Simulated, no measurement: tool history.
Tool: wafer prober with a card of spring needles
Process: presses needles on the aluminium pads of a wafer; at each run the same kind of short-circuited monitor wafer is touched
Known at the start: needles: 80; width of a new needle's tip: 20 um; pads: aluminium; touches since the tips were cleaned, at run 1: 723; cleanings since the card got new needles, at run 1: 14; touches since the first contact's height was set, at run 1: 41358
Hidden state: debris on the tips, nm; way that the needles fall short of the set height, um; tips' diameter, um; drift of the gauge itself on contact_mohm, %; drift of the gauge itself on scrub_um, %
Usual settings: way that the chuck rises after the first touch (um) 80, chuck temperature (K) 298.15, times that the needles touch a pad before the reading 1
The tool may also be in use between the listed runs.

run,hour,way that the chuck rises after the first touch (um),chuck temperature (K),times that the needles touch a pad before the reading,touches since the tips were cleaned,cleanings since the card got new needles,touches since the first contact's height was set,resistance of one needle with its contact and lead (mohm),way that a needle slides on the pad (um)
1,0,80,298.15,1,723,14,41358,137,16.49
# hour 5.6: tips cleaned on abrasive film
# hour 13.4: tips cleaned on abrasive film
2,13.4,80,298.15,2,0,16,46153,138,16.53
# hour 21: tips cleaned on abrasive film
3,27.3,80,298.15,2,2287,17,51171,141,16.45
# hour 28.4: tips cleaned on abrasive film
# hour 35.9: tips cleaned on abrasive film
4,40.1,80,298.15,1,1519,19,55758,140,16.4
# hour 44.3: tips cleaned on abrasive film
# hour 51.6: tips cleaned on abrasive film
5,51.6,80,298.15,1,0,21,59902,136,16.54
# hour 59.6: tips cleaned on abrasive film
6,63.7,80,298.15,1,1503,22,64265,140,16.51
# hour 67.5: tips cleaned on abrasive film
# hour 74.9: tips cleaned on abrasive film
7,80.2,94,342.15,2,1903,24,70181,148,19.37
# hour 82.4: tips cleaned on abrasive film
# hour 90.4: tips cleaned on abrasive film
8,90.4,97,311.15,2,4,26,73837,143,20.04
# hour 99.1: tips cleaned on abrasive film
9,101.5,97,311.15,2,881,27,77847,140,20.04
# hour 107.3: tips cleaned on abrasive film
# hour 115.2: tips cleaned on abrasive film
10,116.2,84,322.15,2,338,29,83103,141,17.3
# hour 122.6: tips cleaned on abrasive film
# hour 130.9: tips cleaned on abrasive film
11,133.1,84,322.15,2,811,31,89202,142,17.31

Forecast each of these 3 alternatives for the next run:
# hour 138.9: tips cleaned on abrasive film
A,140.3,70,377.15,2,508,32,91773,?,?
# hour 138.9: tips cleaned on abrasive film
B,140.3,93,298.15,2,508,32,91773,?,?
# hour 138.9: tips cleaned on abrasive film
C,140.3,84,322.15,3,508,32,91773,?,?

run,resistance of one needle with its contact and lead (mohm),way that a needle slides on the pad (um)
A,153,14.41
B,136,19.22
C,140,17.25
Without the tool's hidden state the same runs would have given:
run,resistance of one needle with its contact and lead (mohm),way that a needle slides on the pad (um)
A,153,14.42
B,136,19.22
C,140,17.25

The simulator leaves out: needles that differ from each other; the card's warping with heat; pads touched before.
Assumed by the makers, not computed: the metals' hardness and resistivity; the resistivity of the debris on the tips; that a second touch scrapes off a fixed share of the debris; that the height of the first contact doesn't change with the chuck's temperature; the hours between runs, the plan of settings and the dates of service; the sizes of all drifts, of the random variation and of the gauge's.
